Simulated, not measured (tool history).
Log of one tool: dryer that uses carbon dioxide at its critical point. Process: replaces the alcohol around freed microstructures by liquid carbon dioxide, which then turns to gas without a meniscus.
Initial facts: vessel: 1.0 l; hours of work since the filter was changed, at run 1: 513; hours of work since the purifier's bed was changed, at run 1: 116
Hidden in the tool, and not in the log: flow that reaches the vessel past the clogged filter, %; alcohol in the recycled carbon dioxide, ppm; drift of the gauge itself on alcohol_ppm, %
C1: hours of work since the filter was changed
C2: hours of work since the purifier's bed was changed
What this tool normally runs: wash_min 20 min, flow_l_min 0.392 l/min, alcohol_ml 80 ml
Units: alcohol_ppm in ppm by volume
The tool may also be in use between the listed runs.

Run 1, hour 0: usual settings; C1 513; C2 116. Result: alcohol_ppm 98 ppm by volume.
Run 2, hour 8.2: usual settings; C1 517; C2 120. Result: alcohol_ppm 112 ppm by volume.
Run 3, hour 19.6: usual settings; C1 522; C2 125. Result: alcohol_ppm 113 ppm by volume.
Run 4, hour 26.8: usual settings but flow_l_min 0.564 l/min; C1 525; C2 128. Result: alcohol_ppm 35 ppm by volume.
Run 5, hour 37.9: usual settings but flow_l_min 0.564 l/min; C1 530; C2 133. Result: alcohol_ppm 43 ppm by volume.
Run 6, hour 47.7: usual settings but flow_l_min 0.564 l/min; C1 535; C2 138. Result: alcohol_ppm 51 ppm by volume.
At hour 52.2: inlet filter changed.
Run 7, hour 60.1: usual settings but flow_l_min 0.277 l/min; C1 4; C2 143. Result: alcohol_ppm 445 ppm by volume.
Run 8, hour 65.2: usual settings; C1 6; C2 145. Result: alcohol_ppm 72 ppm by volume.
Run 9, hour 73.4: usual settings but wash_min 22 min; C1 10; C2 149. Result: alcohol_ppm 67 ppm by volume.
Run 10, hour 85.1: usual settings but flow_l_min 0.386 l/min; C1 15; C2 154. Result: alcohol_ppm 88 ppm by volume.
Run 11, hour 91.5: usual settings but flow_l_min 0.386 l/min; C1 18; C2 157. Result: alcohol_ppm 93 ppm by volume.
Run 12, hour 98.4: usual settings but flow_l_min 0.386 l/min; C1 21; C2 160. Result: alcohol_ppm 85 ppm by volume.
Run 13, hour 103.5: usual settings but flow_l_min 0.386 l/min; C1 23; C2 162. Result: alcohol_ppm 84 ppm by volume.
Run 14, hour 113.5: usual settings but flow_l_min 0.386 l/min; C1 28; C2 167. Result: alcohol_ppm 94 ppm by volume.
Run 15, hour 119.5: usual settings but flow_l_min 0.386 l/min; C1 30; C2 169. Result: alcohol_ppm 89 ppm by volume.
Run 16, hour 131: usual settings but alcohol_ml 48 ml; C1 35; C2 175. Result: alcohol_ppm 74 ppm by volume.
Run 17, hour 140.6: usual settings but alcohol_ml 48 ml; C1 40; C2 179. Result: alcohol_ppm 80 ppm by volume.
Run 18, hour 150.4: usual settings but alcohol_ml 48 ml; C1 44; C2 183. Result: alcohol_ppm 75 ppm by volume.
Run 19, hour 162.8: usual settings but wash_min 15 min; C1 50; C2 189. Result: alcohol_ppm 316 ppm by volume.
Run 20, hour 169.1: usual settings but wash_min 15 min; C1 53; C2 192. Result: alcohol_ppm 319 ppm by volume.
Run 21, hour 181.5: usual settings but wash_min 15 min; C1 58; C2 197. Result: alcohol_ppm 323 ppm by volume.
Run 22, hour 188.5: usual settings but wash_min 23 min, alcohol_ml 92 ml; C1 61; C2 200. Result: alcohol_ppm 75 ppm by volume.
Run 23, hour 199.8: usual settings but wash_min 21 min, flow_l_min 0.24 l/min, alcohol_ml 64 ml; C1 66; C2 206. Result: alcohol_ppm 637 ppm by volume.
Run 24, hour 207.9: usual settings but wash_min 14 min, flow_l_min 0.379 l/min, alcohol_ml 35 ml; C1 70; C2 209. Result: alcohol_ppm 280 ppm by volume.
Run 25, hour 217.2: usual settings but wash_min 29 min; C1 74; C2 213. Result: alcohol_ppm 71 ppm by volume.
Run 26, hour 228.6: usual settings but flow_l_min 0.274 l/min, alcohol_ml 41 ml; C1 79; C2 218. Result: alcohol_ppm 298 ppm by volume.
Run 27, hour 237.9: usual settings but flow_l_min 0.274 l/min, alcohol_ml 41 ml; C1 84; C2 223. Result: alcohol_ppm 303 ppm by volume.
Run 28, hour 249.8: usual settings but wash_min 19 min, flow_l_min 0.307 l/min; C1 89; C2 228. Result: alcohol_ppm 387 ppm by volume.
Run 29, hour 256.9: usual settings but wash_min 19 min, flow_l_min 0.307 l/min; C1 92; C2 231. Result: alcohol_ppm 403 ppm by volume.
Run 30, hour 264.2: usual settings but wash_min 19 min, flow_l_min 0.307 l/min; C1 95; C2 234. Result: alcohol_ppm 390 ppm by volume.
Run 31, hour 272.5: usual settings but flow_l_min 0.271 l/min, alcohol_ml 89 ml; C1 99; C2 238. Result: alcohol_ppm 612 ppm by volume.
Run 32, hour 282.5: usual settings but flow_l_min 0.271 l/min, alcohol_ml 89 ml; C1 104; C2 243. Result: alcohol_ppm 628 ppm by volume.
Run 33, hour 292.7: usual settings but flow_l_min 0.271 l/min, alcohol_ml 89 ml; C1 108; C2 247. Result: alcohol_ppm 650 ppm by volume.
Run 34, hour 298.9: usual settings but flow_l_min 0.271 l/min, alcohol_ml 89 ml; C1 111; C2 250. Result: alcohol_ppm 648 ppm by volume.
Run 35, hour 310.9: usual settings but wash_min 12 min, flow_l_min 0.341 l/min, alcohol_ml 62 ml; C1 116; C2 256. Result: alcohol_ppm 1359 ppm by volume.
Run 36, hour 316.9: usual settings but wash_min 13 min, flow_l_min 0.386 l/min, alcohol_ml 101 ml; C1 119; C2 258. Result: alcohol_ppm 890 ppm by volume.
Run 37, hour 327.1: usual settings but wash_min 13 min, flow_l_min 0.386 l/min, alcohol_ml 101 ml; C1 124; C2 263. Result: alcohol_ppm 914 ppm by volume.
Run 38, hour 339.1: usual settings but wash_min 17 min, flow_l_min 0.269 l/min, alcohol_ml 41 ml; C1 129; C2 268. Result: alcohol_ppm 653 ppm by volume.
Run 39, hour 351.1: usual settings but wash_min 17 min, flow_l_min 0.521 l/min, alcohol_ml 41 ml; C1 135; C2 274. Result: alcohol_ppm 88 ppm by volume.
Run 40, hour 357.2: usual settings but wash_min 18 min, flow_l_min 0.282 l/min, alcohol_ml 78 ml; C1 137; C2 276. Result: alcohol_ppm 765 ppm by volume.
Run 41, hour 362.9: usual settings but wash_min 18 min, flow_l_min 0.282 l/min, alcohol_ml 78 ml; C1 140; C2 279. Result: alcohol_ppm 765 ppm by volume.

Here are 4 independent what-if runs from the current tool condition. What would each one return?
Run A, hour 368.9: usual settings but wash_min 18 min, flow_l_min 0.469 l/min, alcohol_ml 78 ml; C1 143; C2 282. Result: alcohol_ppm ?.
Run B, hour 368.9: usual settings but wash_min 22 min, flow_l_min 0.282 l/min, alcohol_ml 78 ml; C1 143; C2 282. Result: alcohol_ppm ?.
Run C, hour 368.9: usual settings but wash_min 18 min, flow_l_min 0.487 l/min, alcohol_ml 78 ml; C1 143; C2 282. Result: alcohol_ppm ?.
Run D, hour 368.9: usual settings but wash_min 15 min, flow_l_min 0.663 l/min; C1 143; C2 282. Result: alcohol_ppm ?.

run  alcohol_ppm
  A          100
  B          322
  C           97
  D           76
Without the tool's unlogged condition, the same runs would have read:
run  alcohol_ppm
  A           19
  B          212
  C           16
  D            0
